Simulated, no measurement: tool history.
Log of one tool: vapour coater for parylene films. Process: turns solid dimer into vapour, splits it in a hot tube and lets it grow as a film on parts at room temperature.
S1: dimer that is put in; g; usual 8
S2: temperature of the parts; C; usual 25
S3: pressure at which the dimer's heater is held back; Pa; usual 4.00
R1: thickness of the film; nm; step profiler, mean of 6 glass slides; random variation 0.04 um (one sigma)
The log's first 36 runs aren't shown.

| run | hour | S1 | S2 | S3 | R1 |
|---|---|---|---|---|---|
| 37 | 1082.1 | 7 | 27 | 4.00 | 3600 |
| 38 | 1116.3 | 7 | 27 | 7.57 | 3120 |
| 39 | 1143.5 | 9 | 37 | 10.91 | 3150 |
| 40 | 1173.4 | 6 | 26 | 5.59 | 2910 |
| 41 | 1197.2 | 6 | 26 | 5.59 | 2880 |
| 42 | 1220.1 | 5 | 25 | 6.98 | 2300 |
| 43 | 1237.5 | 5 | 25 | 6.98 | 2330 |
| 44 | 1268.4 | 5 | 25 | 2.69 | 2860 |
| 45 | 1304.6 | 3 | 25 | 10.51 | 1230 |
| 46 | 1334.1 | 3 | 25 | 10.51 | 1250 |
| 47 | 1372.9 | 12 | 29 | 2.79 | 6140 |

Forecast each of these 4 alternatives for the next run:
| A | 1396.3 | 8 | 23 | 4.00 | ? |
| B | 1396.3 | 12 | 23 | 2.79 | ? |
| C | 1396.3 | 12 | 30 | 2.46 | ? |
| D | 1396.3 | 12 | 25 | 4.00 | ? |

| run | R1 |
|---|---|
| A | 4230 |
| B | 6740 |
| C | 6270 |
| D | 6040 |
Without the tool's hidden state the same runs would have given:
| run | R1 |
|---|---|
| A | 4560 |
| B | 7270 |
| C | 6760 |
| D | 6510 |
